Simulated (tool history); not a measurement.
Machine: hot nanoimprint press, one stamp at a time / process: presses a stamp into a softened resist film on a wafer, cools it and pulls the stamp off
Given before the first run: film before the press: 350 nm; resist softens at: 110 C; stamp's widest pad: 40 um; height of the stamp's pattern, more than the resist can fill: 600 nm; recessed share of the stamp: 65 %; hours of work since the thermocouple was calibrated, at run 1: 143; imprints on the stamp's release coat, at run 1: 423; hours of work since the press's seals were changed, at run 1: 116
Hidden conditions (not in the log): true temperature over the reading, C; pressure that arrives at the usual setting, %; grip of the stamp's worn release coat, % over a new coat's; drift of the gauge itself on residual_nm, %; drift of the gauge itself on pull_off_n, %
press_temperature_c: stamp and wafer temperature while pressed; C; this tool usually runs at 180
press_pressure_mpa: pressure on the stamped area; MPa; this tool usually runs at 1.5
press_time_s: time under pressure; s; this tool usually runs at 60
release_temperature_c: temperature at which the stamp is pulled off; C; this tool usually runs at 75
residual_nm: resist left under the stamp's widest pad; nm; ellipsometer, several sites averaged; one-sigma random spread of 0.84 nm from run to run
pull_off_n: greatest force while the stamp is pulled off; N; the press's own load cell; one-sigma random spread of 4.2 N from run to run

run	hour	press_temperature_c	press_pressure_mpa	press_time_s	release_temperature_c	hours of work since the thermocouple was calibrated	imprints on the stamp's release coat	hours of work since the press's seals were changed	residual_nm	pull_off_n
1	0	180	1.5	60	75	143	423	116	166.9	205
2	9.7	191	1.5	60	75	149	448	123	98.8	215
3	20.6	180	1.5	60	76	157	476	130	167.1	206
4	30.1	180	1.5	60	76	164	501	137	168.1	201
5	41.1	180	1.5	60	61	172	529	145	167.4	229
6	51	180	1.5	60	75	179	554	152	170.3	209
7	59.8	180	1.5	60	75	185	577	158	168.7	211
8	69.2	180	1.5	60	75	191	601	164	166.4	211
9	76.9	180	1.5	60	75	197	621	170	169	208
10	84.2	180	1.05	60	75	202	639	175	192.1	201
11	92.5	180	1.05	60	75	208	661	181	193.3	212
12	99.6	180	1.05	60	75	213	679	186	192.5	205
13	111.5	185	0.97	80	66	221	709	194	142.7	219
14	116.9	180	1.5	60	62	225	724	198	168.6	229
15	124.2	180	1.5	120	75	230	742	203	128.8	214
16	134.7	180	1.5	71	67	237	769	210	159.1	219
17	143.6	182	1.64	81	61	243	792	217	132.7	233
18	152.1	174	1.5	118	75	249	814	222	176.2	207
19	158	184	0.96	57	67	254	829	227	172.2	216
20	166.1	186	0.96	57	67	259	850	232	156.6	226
21	175.8	186	0.96	57	67	266	875	239	156.5	222

Here are 4 independent what-if runs from the current tool condition. What would each one return?
A	182.7	186	0.96	57	71	271	892	244	?	?
B	182.7	185	0.96	41	67	271	892	244	?	?
C	182.7	180	1.16	92	67	271	892	244	?	?
D	182.7	185	1.75	46	75	271	892	244	?	?

run	residual_nm	pull_off_n
A	157.5	213
B	185.5	225
C	159.9	214
D	140.6	210
Without the tool's unlogged condition, the same runs would have read:
run	residual_nm	pull_off_n
A	154.4	212
B	181.9	225
C	156.8	213
D	137.8	209

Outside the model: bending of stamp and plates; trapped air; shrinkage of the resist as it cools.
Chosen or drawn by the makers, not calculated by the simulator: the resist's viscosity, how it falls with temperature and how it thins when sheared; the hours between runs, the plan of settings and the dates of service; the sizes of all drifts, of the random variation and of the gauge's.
